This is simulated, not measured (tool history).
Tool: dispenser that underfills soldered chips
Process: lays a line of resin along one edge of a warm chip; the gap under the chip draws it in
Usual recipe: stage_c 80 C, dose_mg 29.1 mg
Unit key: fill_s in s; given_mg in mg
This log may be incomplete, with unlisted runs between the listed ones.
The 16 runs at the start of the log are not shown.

run,day,stage_c,dose_mg,fill_s,given_mg
17,3.95,80,29.1,155.7,26.95
# day 4.025: new syringe of resin
18,4.296,80,29.1,137.1,26.59
# day 4.362: dispensing valve cleaned and set on the balance
# day 4.517: new syringe of resin
19,4.683,83,27.5,100.3,26.84
20,4.858,83,27.5,125.2,27.36
# day 4.967: new syringe of resin
21,5.021,80,37.4,100.7,36.61
22,5.279,80,37.4,140.3,36.87
# day 5.408: new syringe of resin
23,5.529,85,29.1,85.7,28.4
24,5.754,80,28.1,150.9,27.65
# day 5.871: new syringe of resin
25,6.062,80,27.3,120.6,26.62
26,6.271,80,27.3,161.2,26.28
# day 6.325: new syringe of resin
27,6.567,80,27.3,130.3,26.45
# day 6.775: new syringe of resin
28,6.912,74,26.3,156,25.14
# day 7.229: new syringe of resin
29,7.258,74,26.3,140.2,25.18
30,7.504,74,26.3,190.3,25.13
# day 7.679: new syringe of resin
31,7.7,73,29.1,141.1,27.75
32,8,72,30.6,222.1,29.22
# day 8.125: new syringe of resin
33,8.362,72,32.3,192.5,30.5
# day 8.567: new syringe of resin
34,8.675,93,32,57,30.06
35,8.962,89,29.3,105.3,27.29
# day 9.017: new syringe of resin
36,9.288,89,29.3,87.3,27.18

Forecast each of these 3 alternatives for the next run:
# day 9.462: new syringe of resin
A,9.467,73,29.1,?,?
# day 9.462: new syringe of resin
B,9.467,89,26,?,?
# day 9.462: new syringe of resin
C,9.467,77,28.7,?,?

run,fill_s,given_mg
A,136.5,26.94
B,64.5,24.11
C,115.3,26.66
Take away the tool's hidden state, keep each run's random variation, and the runs would have read:
run,fill_s,given_mg
A,129.4,29.05
B,60.9,25.98
C,109.4,28.73

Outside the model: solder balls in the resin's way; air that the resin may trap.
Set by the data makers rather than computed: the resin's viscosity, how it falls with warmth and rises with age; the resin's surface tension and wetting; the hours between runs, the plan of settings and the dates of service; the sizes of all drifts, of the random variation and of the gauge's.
